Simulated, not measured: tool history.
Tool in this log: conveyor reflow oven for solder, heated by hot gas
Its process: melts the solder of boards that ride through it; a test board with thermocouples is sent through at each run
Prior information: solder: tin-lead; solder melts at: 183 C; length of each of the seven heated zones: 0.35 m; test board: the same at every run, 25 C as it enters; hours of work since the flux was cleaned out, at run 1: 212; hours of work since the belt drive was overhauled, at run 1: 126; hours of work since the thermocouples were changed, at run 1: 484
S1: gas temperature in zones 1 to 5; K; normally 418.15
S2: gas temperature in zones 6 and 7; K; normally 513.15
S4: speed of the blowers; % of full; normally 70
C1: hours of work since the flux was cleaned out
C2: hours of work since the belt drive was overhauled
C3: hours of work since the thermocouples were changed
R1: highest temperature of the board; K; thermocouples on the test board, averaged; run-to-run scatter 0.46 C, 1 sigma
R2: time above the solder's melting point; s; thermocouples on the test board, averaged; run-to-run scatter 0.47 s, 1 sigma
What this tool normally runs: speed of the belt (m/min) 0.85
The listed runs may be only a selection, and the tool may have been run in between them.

{"run": 1, "day": 0.0, "S1": 418.15, "S2": 513.15, "speed of the belt (m/min)": 0.85, "S4": 70, "C1": 212, "C2": 126, "C3": 484, "R1": 490.05, "R2": 36.8}
{"run": 2, "day": 2.475, "S1": 418.15, "S2": 513.15, "speed of the belt (m/min)": 0.85, "S4": 70, "C1": 257, "C2": 171, "C3": 529, "R1": 489.35, "R2": 37.4}
{"run": 3, "day": 4.317, "S1": 418.15, "S2": 513.15, "speed of the belt (m/min)": 0.85, "S4": 70, "C1": 291, "C2": 205, "C3": 563, "R1": 488.45, "R2": 37.2}
{"day": 7.483, "done": "flux residue cleaned out of gas plates and filters"}
{"run": 4, "day": 7.871, "S1": 418.15, "S2": 513.15, "speed of the belt (m/min)": 0.85, "S4": 70, "C1": 7, "C2": 266, "C3": 624, "R1": 485.85, "R2": 34.6}
{"run": 5, "day": 10.362, "S1": 418.15, "S2": 513.15, "speed of the belt (m/min)": 0.85, "S4": 70, "C1": 53, "C2": 311, "C3": 669, "R1": 484.55, "R2": 34.3}
{"run": 6, "day": 12.758, "S1": 418.15, "S2": 513.15, "speed of the belt (m/min)": 0.85, "S4": 70, "C1": 96, "C2": 355, "C3": 713, "R1": 483.75, "R2": 33.8}
{"run": 7, "day": 16.642, "S1": 418.15, "S2": 513.15, "speed of the belt (m/min)": 0.85, "S4": 70, "C1": 167, "C2": 426, "C3": 784, "R1": 482.85, "R2": 32.2}
{"day": 18.171, "done": "flux residue cleaned out of gas plates and filters, once more"}
{"run": 8, "day": 19.888, "S1": 418.15, "S2": 513.15, "speed of the belt (m/min)": 0.85, "S4": 70, "C1": 31, "C2": 482, "C3": 839, "R1": 490.85, "R2": 39.4}
{"run": 9, "day": 23.471, "S1": 418.15, "S2": 513.15, "speed of the belt (m/min)": 0.85, "S4": 70, "C1": 97, "C2": 547, "C3": 905, "R1": 490.15, "R2": 38.1}
{"run": 10, "day": 26.733, "S1": 418.15, "S2": 525.15, "speed of the belt (m/min)": 0.85, "S4": 70, "C1": 156, "C2": 607, "C3": 964, "R1": 499.45, "R2": 43.8}
{"run": 11, "day": 30.662, "S1": 418.15, "S2": 502.15, "speed of the belt (m/min)": 0.85, "S4": 70, "C1": 228, "C2": 678, "C3": 1036, "R1": 480.05, "R2": 32.5}
{"run": 12, "day": 32.95, "S1": 418.15, "S2": 502.15, "speed of the belt (m/min)": 0.85, "S4": 70, "C1": 270, "C2": 720, "C3": 1078, "R1": 479.35, "R2": 31.6}
{"day": 36.688, "done": "belt drive overhauled, speed set with a stopwatch"}
{"day": 37.379, "done": "flux residue cleaned out of gas plates and filters"}
{"run": 13, "day": 37.379, "S1": 418.15, "S2": 513.15, "speed of the belt (m/min)": 0.85, "S4": 65, "C1": 0, "C2": 9, "C3": 1152, "R1": 489.35, "R2": 38}
{"run": 14, "day": 39.304, "S1": 418.15, "S2": 513.15, "speed of the belt (m/min)": 0.85, "S4": 65, "C1": 35, "C2": 44, "C3": 1187, "R1": 488.25, "R2": 37.2}
{"day": 43.021, "done": "thermocouples of zones 6 and 7 changed"}
{"run": 15, "day": 43.075, "S1": 418.15, "S2": 513.15, "speed of the belt (m/min)": 0.85, "S4": 65, "C1": 102, "C2": 111, "C3": 1, "R1": 492.05, "R2": 39.3}
{"run": 16, "day": 46.404, "S1": 418.15, "S2": 513.15, "speed of the belt (m/min)": 0.754, "S4": 70, "C1": 163, "C2": 172, "C3": 62, "R1": 495.55, "R2": 46.4}
{"run": 17, "day": 48.258, "S1": 418.15, "S2": 513.15, "speed of the belt (m/min)": 0.754, "S4": 70, "C1": 197, "C2": 206, "C3": 96, "R1": 496.15, "R2": 45.5}
{"run": 18, "day": 50.329, "S1": 418.15, "S2": 504.15, "speed of the belt (m/min)": 0.85, "S4": 56, "C1": 235, "C2": 244, "C3": 133, "R1": 480.65, "R2": 31.3}
{"run": 19, "day": 52.046, "S1": 418.15, "S2": 502.15, "speed of the belt (m/min)": 0.857, "S4": 86, "C1": 266, "C2": 275, "C3": 165, "R1": 482.45, "R2": 34.1}
{"run": 20, "day": 55.162, "S1": 425.15, "S2": 523.15, "speed of the belt (m/min)": 0.85, "S4": 64, "C1": 323, "C2": 332, "C3": 222, "R1": 498.05, "R2": 43.2}
{"day": 56.746, "done": "flux residue cleaned out of gas plates and filters"}
{"run": 21, "day": 58.246, "S1": 418.15, "S2": 513.15, "speed of the belt (m/min)": 0.764, "S4": 60, "C1": 27, "C2": 384, "C3": 274, "R1": 494.65, "R2": 45.5}
{"run": 22, "day": 60.596, "S1": 418.15, "S2": 513.15, "speed of the belt (m/min)": 0.764, "S4": 60, "C1": 70, "C2": 427, "C3": 317, "R1": 494.35, "R2": 45}
{"run": 23, "day": 63.483, "S1": 413.15, "S2": 512.15, "speed of the belt (m/min)": 0.838, "S4": 58, "C1": 123, "C2": 480, "C3": 370, "R1": 487.65, "R2": 35.6}
{"run": 24, "day": 65.746, "S1": 424.15, "S2": 524.15, "speed of the belt (m/min)": 0.969, "S4": 67, "C1": 164, "C2": 521, "C3": 411, "R1": 495.05, "R2": 37.2}
{"run": 25, "day": 67.504, "S1": 421.15, "S2": 508.15, "speed of the belt (m/min)": 0.822, "S4": 70, "C1": 196, "C2": 553, "C3": 443, "R1": 488.95, "R2": 40}
{"run": 26, "day": 71.125, "S1": 418.15, "S2": 513.15, "speed of the belt (m/min)": 0.944, "S4": 83, "C1": 262, "C2": 620, "C3": 509, "R1": 487.95, "R2": 34}
{"run": 27, "day": 73.383, "S1": 431.15, "S2": 526.15, "speed of the belt (m/min)": 0.717, "S4": 79, "C1": 304, "C2": 661, "C3": 550, "R1": 509.85, "R2": 58.2}
{"day": 75.792, "done": "flux residue cleaned out of gas plates and filters"}
{"run": 28, "day": 77.621, "S1": 415.15, "S2": 513.15, "speed of the belt (m/min)": 0.971, "S4": 70, "C1": 33, "C2": 734, "C3": 624, "R1": 487.15, "R2": 30.9}
{"day": 80.592, "done": "belt drive overhauled, speed set with a stopwatch"}
{"run": 29, "day": 81.612, "S1": 415.15, "S2": 513.15, "speed of the belt (m/min)": 0.971, "S4": 70, "C1": 103, "C2": 19, "C3": 694, "R1": 484.85, "R2": 28.9}
{"run": 30, "day": 83.262, "S1": 415.15, "S2": 513.15, "speed of the belt (m/min)": 0.971, "S4": 70, "C1": 133, "C2": 49, "C3": 724, "R1": 484.95, "R2": 29.8}

Hidden condition of the tool, last listed run before each entry between runs versus first listed run after:
Run 3 -> run 4: flux residue cleaned out of gas plates and filters (day 7.483)
  heat that the gas passes to the board, % of a clean oven's: 89.4 -> 80.2; belt's true speed, % of the reading: 99.47 -> 99.31; true gas temperature in zones 6 and 7 over the reading, C: -1.91 -> -2.08
  what was measured, less what the result would be without the hidden state, R1: -4.7 -> -8.2 K; R2: -2.5 -> -4.9 s
Run 7 -> run 8: flux residue cleaned out of gas plates and filters, once more (day 18.171)
  heat that the gas passes to the board, % of a clean oven's: 75 -> 97.9; belt's true speed, % of the reading: 98.94 -> 98.81; true gas temperature in zones 6 and 7 over the reading, C: -2.52 -> -2.69
  what was measured, less what the result would be without the hidden state, R1: -10.7 -> -2.4 K; R2: -6.6 -> -0.7 s
Run 12 -> run 13: belt drive overhauled, speed set with a stopwatch (day 36.688); flux residue cleaned out of gas plates and filters (day 37.379)
  heat that the gas passes to the board, % of a clean oven's: 89 -> 99.8; belt's true speed, % of the reading: 98.22 -> 99.96; true gas temperature in zones 6 and 7 over the reading, C: -3.36 -> -3.59
  what was measured, less what the result would be without the hidden state, R1: -5.3 -> -3 K; R2: -3.3 -> -1.4 s
Run 14 -> run 15: thermocouples of zones 6 and 7 changed (day 43.021)
  heat that the gas passes to the board, % of a clean oven's: 98.5 -> 96.1; belt's true speed, % of the reading: 99.87 -> 99.71; true gas temperature in zones 6 and 7 over the reading, C: -3.69 -> 0.3
  what was measured, less what the result would be without the hidden state, R1: -3.3 -> -0.9 K; R2: -1.7 -> -0.4 s
Run 20 -> run 21: flux residue cleaned out of gas plates and filters (day 56.746)
  heat that the gas passes to the board, % of a clean oven's: 87.6 -> 97.6; belt's true speed, % of the reading: 99.19 -> 99.06; true gas temperature in zones 6 and 7 over the reading, C: -0.35 -> -0.5
  what was measured, less what the result would be without the hidden state, R1: -3.9 -> -0.7 K; R2: -1.3 -> +0 s
Run 27 -> run 28: flux residue cleaned out of gas plates and filters (day 75.792)
  heat that the gas passes to the board, % of a clean oven's: 87.2 -> 97.9; belt's true speed, % of the reading: 98.39 -> 98.22; true gas temperature in zones 6 and 7 over the reading, C: -1.31 -> -1.53
  what was measured, less what the result would be without the hidden state, R1: -4.1 -> -1.2 K; R2: +0 -> -0.1 s
Run 28 -> run 29: belt drive overhauled, speed set with a stopwatch (day 80.592)
  heat that the gas passes to the board, % of a clean oven's: 97.9 -> 95.1; belt's true speed, % of the reading: 98.22 -> 99.85; true gas temperature in zones 6 and 7 over the reading, C: -1.53 -> -1.74
  what was measured, less what the result would be without the hidden state, R1: -1.2 -> -3 K; R2: -0.1 -> -1.7 s
